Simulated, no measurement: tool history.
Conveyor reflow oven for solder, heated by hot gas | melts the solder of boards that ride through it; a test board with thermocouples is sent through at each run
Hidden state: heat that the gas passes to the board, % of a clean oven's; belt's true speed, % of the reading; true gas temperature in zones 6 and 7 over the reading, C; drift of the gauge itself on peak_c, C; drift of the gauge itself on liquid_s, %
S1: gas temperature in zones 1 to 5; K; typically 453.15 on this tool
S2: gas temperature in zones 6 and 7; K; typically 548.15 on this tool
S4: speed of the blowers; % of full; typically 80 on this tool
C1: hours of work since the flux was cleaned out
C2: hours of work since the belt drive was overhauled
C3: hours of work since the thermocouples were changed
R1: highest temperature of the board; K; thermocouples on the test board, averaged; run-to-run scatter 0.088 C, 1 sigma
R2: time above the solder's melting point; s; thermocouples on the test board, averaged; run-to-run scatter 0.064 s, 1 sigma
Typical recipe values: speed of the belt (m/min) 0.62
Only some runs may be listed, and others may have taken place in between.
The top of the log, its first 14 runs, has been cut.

{"run": 15, "hour": 101.6, "S1": 453.15, "S2": 548.15, "speed of the belt (m/min)": 0.62, "S4": 65, "C1": 148, "C2": 172, "C3": 205, "R1": 534.05, "R2": 57.8}
{"run": 16, "hour": 107.1, "S1": 453.15, "S2": 548.15, "speed of the belt (m/min)": 0.62, "S4": 65, "C1": 151, "C2": 174, "C3": 208, "R1": 534.13, "R2": 57.68}
{"run": 17, "hour": 116.4, "S1": 453.15, "S2": 548.15, "speed of the belt (m/min)": 0.504, "S4": 74, "C1": 157, "C2": 180, "C3": 213, "R1": 540.66, "R2": 75.64}
{"run": 18, "hour": 122.6, "S1": 453.15, "S2": 548.15, "speed of the belt (m/min)": 0.62, "S4": 52, "C1": 160, "C2": 183, "C3": 217, "R1": 531.64, "R2": 56.19}
{"run": 19, "hour": 129.2, "S1": 453.15, "S2": 548.15, "speed of the belt (m/min)": 0.62, "S4": 52, "C1": 163, "C2": 187, "C3": 220, "R1": 531.76, "R2": 56.18}
{"run": 20, "hour": 137.1, "S1": 457.15, "S2": 548.15, "speed of the belt (m/min)": 0.566, "S4": 63, "C1": 168, "C2": 191, "C3": 225, "R1": 537.06, "R2": 66.65}
{"run": 21, "hour": 148.2, "S1": 457.15, "S2": 548.15, "speed of the belt (m/min)": 0.566, "S4": 63, "C1": 174, "C2": 197, "C3": 231, "R1": 536.95, "R2": 66.43}
{"run": 22, "hour": 157.9, "S1": 457.15, "S2": 548.15, "speed of the belt (m/min)": 0.566, "S4": 63, "C1": 179, "C2": 202, "C3": 236, "R1": 537.03, "R2": 66.61}
{"run": 23, "hour": 168.6, "S1": 457.15, "S2": 543.15, "speed of the belt (m/min)": 0.566, "S4": 63, "C1": 185, "C2": 208, "C3": 242, "R1": 532.41, "R2": 64.32}
{"run": 24, "hour": 174.2, "S1": 453.15, "S2": 540.15, "speed of the belt (m/min)": 0.513, "S4": 53, "C1": 188, "C2": 211, "C3": 245, "R1": 530.42, "R2": 68.54}
{"run": 25, "hour": 185.0, "S1": 453.15, "S2": 548.15, "speed of the belt (m/min)": 0.62, "S4": 80, "C1": 194, "C2": 217, "C3": 251, "R1": 535.88, "R2": 58.75}
{"run": 26, "hour": 196.1, "S1": 453.15, "S2": 548.15, "speed of the belt (m/min)": 0.62, "S4": 80, "C1": 200, "C2": 223, "C3": 257, "R1": 535.9, "R2": 58.81}
{"run": 27, "hour": 206.1, "S1": 445.15, "S2": 544.15, "speed of the belt (m/min)": 0.62, "S4": 80, "C1": 206, "C2": 229, "C3": 262, "R1": 530.91, "R2": 54}
{"run": 28, "hour": 213.3, "S1": 445.15, "S2": 544.15, "speed of the belt (m/min)": 0.62, "S4": 80, "C1": 209, "C2": 233, "C3": 266, "R1": 531.01, "R2": 53.94}
{"run": 29, "hour": 221.9, "S1": 448.15, "S2": 552.15, "speed of the belt (m/min)": 0.727, "S4": 65, "C1": 214, "C2": 237, "C3": 271, "R1": 530.65, "R2": 45.46}
{"run": 30, "hour": 230.2, "S1": 453.15, "S2": 536.15, "speed of the belt (m/min)": 0.62, "S4": 80, "C1": 219, "C2": 242, "C3": 276, "R1": 525.05, "R2": 53.41}

Alternative continuations, all from the tool just after run 30; predict every row:
{"run": "A", "hour": 236.5, "S1": 453.15, "S2": 548.15, "speed of the belt (m/min)": 0.6, "S4": 80, "C1": 222, "C2": 245, "C3": 279, "R1": "?", "R2": "?"}
{"run": "B", "hour": 236.5, "S1": 453.15, "S2": 544.15, "speed of the belt (m/min)": 0.508, "S4": 89, "C1": 222, "C2": 245, "C3": 279, "R1": "?", "R2": "?"}
{"run": "C", "hour": 236.5, "S1": 453.15, "S2": 536.15, "speed of the belt (m/min)": 0.556, "S4": 80, "C1": 222, "C2": 245, "C3": 279, "R1": "?", "R2": "?"}
{"run": "D", "hour": 236.5, "S1": 453.15, "S2": 550.15, "speed of the belt (m/min)": 0.62, "S4": 51, "C1": 222, "C2": 245, "C3": 279, "R1": "?", "R2": "?"}

run=A R1=536.64 R2=61.3
run=B R1=537.69 R2=73.9
run=C R1=527.62 R2=62.09
run=D R1=533.12 R2=56.8
With the hidden condition removed and each run's random variation left untouched, the same runs would have given:
run=A R1=536.47 R2=61.09
run=B R1=537.2 R2=73.53
run=C R1=527.24 R2=61.9
run=D R1=532.95 R2=56.6
